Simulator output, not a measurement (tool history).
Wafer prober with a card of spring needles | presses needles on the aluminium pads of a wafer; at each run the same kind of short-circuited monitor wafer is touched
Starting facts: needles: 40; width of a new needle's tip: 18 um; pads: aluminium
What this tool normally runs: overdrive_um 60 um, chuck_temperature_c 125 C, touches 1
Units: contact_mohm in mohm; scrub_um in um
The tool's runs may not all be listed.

run,day,overdrive_um,chuck_temperature_c,touches,contact_mohm,scrub_um
1,0.000,60,125,1,204,12.96
# day 0.138: tips cleaned on abrasive film
# day 0.500: tips cleaned on abrasive film
# day 0.862: tips cleaned on abrasive film
# day 1.204: tips cleaned on abrasive film
2,1.362,60,125,1,197,13.07
# day 1.508: tips cleaned on abrasive film
# day 1.804: tips cleaned on abrasive film
# day 2.167: tips cleaned on abrasive film
# day 2.458: tips cleaned on abrasive film
3,2.654,60,125,1,202,12.83
# day 2.783: tips cleaned on abrasive film
# day 3.138: tips cleaned on abrasive film
# day 3.500: tips cleaned on abrasive film
# day 3.829: tips cleaned on abrasive film
4,3.829,60,125,1,153,13.09
# day 4.121: tips cleaned on abrasive film
# day 4.483: tips cleaned on abrasive film
5,4.483,60,125,1,155,12.80
# day 4.821: tips cleaned on abrasive film
6,5.100,60,125,1,217,12.81
# day 5.171: tips cleaned on abrasive film
# day 5.533: tips cleaned on abrasive film
7,5.692,60,125,1,203,12.61
# day 5.842: tips cleaned on abrasive film
# day 6.204: tips cleaned on abrasive film
# day 6.542: tips cleaned on abrasive film
# day 6.900: tips cleaned on abrasive film
8,7.108,60,125,1,221,12.83
# day 7.250: tips cleaned on abrasive film
# day 7.604: tips cleaned on abrasive film
9,7.683,60,125,1,187,12.81
# day 7.958: tips cleaned on abrasive film
# day 8.042: height of the first contact set anew
# day 8.325: tips cleaned on abrasive film
# day 8.692: tips cleaned on abrasive film
10,8.825,60,125,1,205,11.72
# day 9.038: tips cleaned on abrasive film
# day 9.388: tips cleaned on abrasive film
11,9.467,60,118,1,186,11.65
# day 9.750: tips cleaned on abrasive film
# day 10.108: tips cleaned on abrasive film
12,10.112,60,125,1,154,11.53
# day 10.196: height of the first contact set anew, once more
# day 10.417: tips cleaned on abrasive film
# day 10.771: tips cleaned on abrasive film
13,10.808,60,125,1,157,14.44
# day 11.100: tips cleaned on abrasive film
# day 11.462: tips cleaned on abrasive film
# day 11.800: tips cleaned on abrasive film
14,11.800,60,125,1,152,14.59
# day 12.158: tips cleaned on abrasive film
# day 12.450: tips cleaned on abrasive film
# day 12.800: tips cleaned on abrasive film
15,13.038,42,72,1,277,9.66
# day 13.104: tips cleaned on abrasive film
# day 13.467: tips cleaned on abrasive film
# day 13.821: tips cleaned on abrasive film
16,13.879,75,72,3,139,17.66
# day 14.167: tips cleaned on abrasive film
# day 14.508: tips cleaned on abrasive film
17,14.508,43,61,1,153,9.94
# day 14.871: tips cleaned on abrasive film
# day 15.238: tips cleaned on abrasive film
18,15.408,78,32,2,152,18.49
# day 15.558: tips cleaned on abrasive film
# day 15.908: tips cleaned on abrasive film
# day 16.271: tips cleaned on abrasive film
19,16.300,47,75,2,153,11.13
# day 16.592: tips cleaned on abrasive film
# day 16.933: tips cleaned on abrasive film
# day 17.283: tips cleaned on abrasive film
20,17.429,58,59,2,172,13.56
# day 17.650: tips cleaned on abrasive film
# day 17.983: tips cleaned on abrasive film
# day 18.338: tips cleaned on abrasive film
# day 18.688: tips cleaned on abrasive film
21,18.708,51,125,2,157,11.74
# day 19.000: tips cleaned on abrasive film
# day 19.346: tips cleaned on abrasive film
22,19.462,57,115,2,171,13.07
# day 19.683: tips cleaned on abrasive film
# day 20.042: tips cleaned on abrasive film
23,20.171,57,88,2,170,12.98
# day 20.392: tips cleaned on abrasive film
# day 20.746: tips cleaned on abrasive film
# day 21.096: tips cleaned on abrasive film
24,21.379,57,88,2,194,12.83
# day 21.454: tips cleaned on abrasive film
# day 21.796: tips cleaned on abrasive film
# day 22.154: tips cleaned on abrasive film
# day 22.512: tips cleaned on abrasive film
25,22.575,43,88,2,184,9.59
# day 22.854: tips cleaned on abrasive film
# day 23.204: tips cleaned on abrasive film
# day 23.558: tips cleaned on abrasive film
26,23.617,43,88,2,182,9.47

Alternative continuations, all from the tool just after run 26; predict every row:
# day 23.900: tips cleaned on abrasive film
# day 24.246: tips cleaned on abrasive film
# day 24.600: tips cleaned on abrasive film
A,24.762,43,36,1,?,?
# day 23.900: tips cleaned on abrasive film
# day 24.246: tips cleaned on abrasive film
# day 24.600: tips cleaned on abrasive film
B,24.762,60,114,2,?,?
# day 23.900: tips cleaned on abrasive film
# day 24.246: tips cleaned on abrasive film
# day 24.600: tips cleaned on abrasive film
C,24.762,55,62,1,?,?

run,contact_mohm,scrub_um
A,276,9.50
B,177,13.39
C,212,12.15
Had the tool no hidden state, the same runs would have come out as:
run,contact_mohm,scrub_um
A,132,10.31
B,137,14.19
C,130,12.95
